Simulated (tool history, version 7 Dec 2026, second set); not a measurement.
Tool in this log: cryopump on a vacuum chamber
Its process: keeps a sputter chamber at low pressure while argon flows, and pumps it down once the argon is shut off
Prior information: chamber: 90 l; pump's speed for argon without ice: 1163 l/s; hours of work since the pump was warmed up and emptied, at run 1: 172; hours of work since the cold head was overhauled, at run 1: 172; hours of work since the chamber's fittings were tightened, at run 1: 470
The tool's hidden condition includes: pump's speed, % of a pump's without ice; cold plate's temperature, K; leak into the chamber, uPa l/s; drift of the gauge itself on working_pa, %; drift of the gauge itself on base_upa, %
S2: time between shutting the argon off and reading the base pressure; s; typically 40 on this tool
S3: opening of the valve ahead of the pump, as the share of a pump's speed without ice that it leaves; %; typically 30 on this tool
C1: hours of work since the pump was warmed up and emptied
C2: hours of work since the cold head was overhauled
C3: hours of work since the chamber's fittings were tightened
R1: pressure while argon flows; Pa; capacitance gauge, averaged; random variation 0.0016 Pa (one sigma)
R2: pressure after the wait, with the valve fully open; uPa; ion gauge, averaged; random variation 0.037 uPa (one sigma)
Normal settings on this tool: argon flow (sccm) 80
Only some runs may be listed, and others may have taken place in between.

{"run": 1, "day": 0.0, "argon flow (sccm)": 80, "S2": 40, "S3": 30, "C1": 172, "C2": 172, "C3": 470, "R1": 0.3996, "R2": 2.67}
{"run": 2, "day": 0.958, "argon flow (sccm)": 80, "S2": 40, "S3": 30, "C1": 188, "C2": 188, "C3": 485, "R1": 0.4025, "R2": 2.65}
{"run": 3, "day": 2.042, "argon flow (sccm)": 80, "S2": 40, "S3": 30, "C1": 206, "C2": 206, "C3": 503, "R1": 0.4009, "R2": 2.74}
{"run": 4, "day": 3.45, "argon flow (sccm)": 80, "S2": 40, "S3": 30, "C1": 229, "C2": 229, "C3": 526, "R1": 0.4034, "R2": 2.72}
{"run": 5, "day": 4.108, "argon flow (sccm)": 80, "S2": 40, "S3": 30, "C1": 240, "C2": 240, "C3": 537, "R1": 0.4045, "R2": 2.76}
{"run": 6, "day": 5.358, "argon flow (sccm)": 80, "S2": 40, "S3": 30, "C1": 260, "C2": 260, "C3": 557, "R1": 0.4059, "R2": 2.78}
{"run": 7, "day": 6.683, "argon flow (sccm)": 80, "S2": 40, "S3": 33, "C1": 282, "C2": 282, "C3": 579, "R1": 0.3737, "R2": 2.78}
{"run": 8, "day": 7.392, "argon flow (sccm)": 88, "S2": 40, "S3": 30, "C1": 293, "C2": 293, "C3": 590, "R1": 0.4509, "R2": 2.77}
{"run": 9, "day": 8.067, "argon flow (sccm)": 88, "S2": 40, "S3": 30, "C1": 304, "C2": 304, "C3": 601, "R1": 0.4494, "R2": 2.78}
{"run": 10, "day": 9.55, "argon flow (sccm)": 88, "S2": 40, "S3": 30, "C1": 329, "C2": 329, "C3": 626, "R1": 0.4489, "R2": 2.77}
{"run": 11, "day": 11.004, "argon flow (sccm)": 88, "S2": 81, "S3": 30, "C1": 352, "C2": 352, "C3": 649, "R1": 0.4526, "R2": 1.65}
{"run": 12, "day": 11.758, "argon flow (sccm)": 80, "S2": 21, "S3": 30, "C1": 365, "C2": 365, "C3": 662, "R1": 0.4119, "R2": 4.84}
{"run": 13, "day": 13.2, "argon flow (sccm)": 44, "S2": 40, "S3": 43, "C1": 388, "C2": 388, "C3": 685, "R1": 0.1634, "R2": 2.84}
{"run": 14, "day": 14.258, "argon flow (sccm)": 44, "S2": 40, "S3": 43, "C1": 406, "C2": 406, "C3": 703, "R1": 0.1642, "R2": 2.78}
{"run": 15, "day": 15.775, "argon flow (sccm)": 43, "S2": 288, "S3": 39, "C1": 430, "C2": 430, "C3": 727, "R1": 0.1757, "R2": 0.86}
{"run": 16, "day": 17.258, "argon flow (sccm)": 79, "S2": 40, "S3": 17, "C1": 455, "C2": 455, "C3": 752, "R1": 0.7129, "R2": 2.85}
{"run": 17, "day": 17.904, "argon flow (sccm)": 85, "S2": 42, "S3": 16, "C1": 465, "C2": 465, "C3": 762, "R1": 0.8093, "R2": 2.72}
{"run": 18, "day": 19.258, "argon flow (sccm)": 85, "S2": 42, "S3": 16, "C1": 487, "C2": 487, "C3": 784, "R1": 0.8132, "R2": 2.73}
{"run": 19, "day": 20.112, "argon flow (sccm)": 91, "S2": 264, "S3": 25, "C1": 501, "C2": 501, "C3": 798, "R1": 0.5748, "R2": 0.94}

Predict each of these 3 candidate next runs independently; none follows another, all start after run 19:
{"run": "A", "day": 20.821, "argon flow (sccm)": 80, "S2": 40, "S3": 35, "C1": 513, "C2": 513, "C3": 810, "R1": "?", "R2": "?"}
{"run": "B", "day": 20.821, "argon flow (sccm)": 46, "S2": 147, "S3": 21, "C1": 513, "C2": 513, "C3": 810, "R1": "?", "R2": "?"}
{"run": "C", "day": 20.821, "argon flow (sccm)": 80, "S2": 40, "S3": 33, "C1": 513, "C2": 513, "C3": 810, "R1": "?", "R2": "?"}

run=A R1=0.3687 R2=2.84
run=B R1=0.3402 R2=1.22
run=C R1=0.3965 R2=2.92
The same runs, with their run-to-run variation unchanged, on a tool lacking any hidden condition would have given:
run=A R1=0.3303 R2=2.47
run=B R1=0.3180 R2=0.85
run=C R1=0.3573 R2=2.54

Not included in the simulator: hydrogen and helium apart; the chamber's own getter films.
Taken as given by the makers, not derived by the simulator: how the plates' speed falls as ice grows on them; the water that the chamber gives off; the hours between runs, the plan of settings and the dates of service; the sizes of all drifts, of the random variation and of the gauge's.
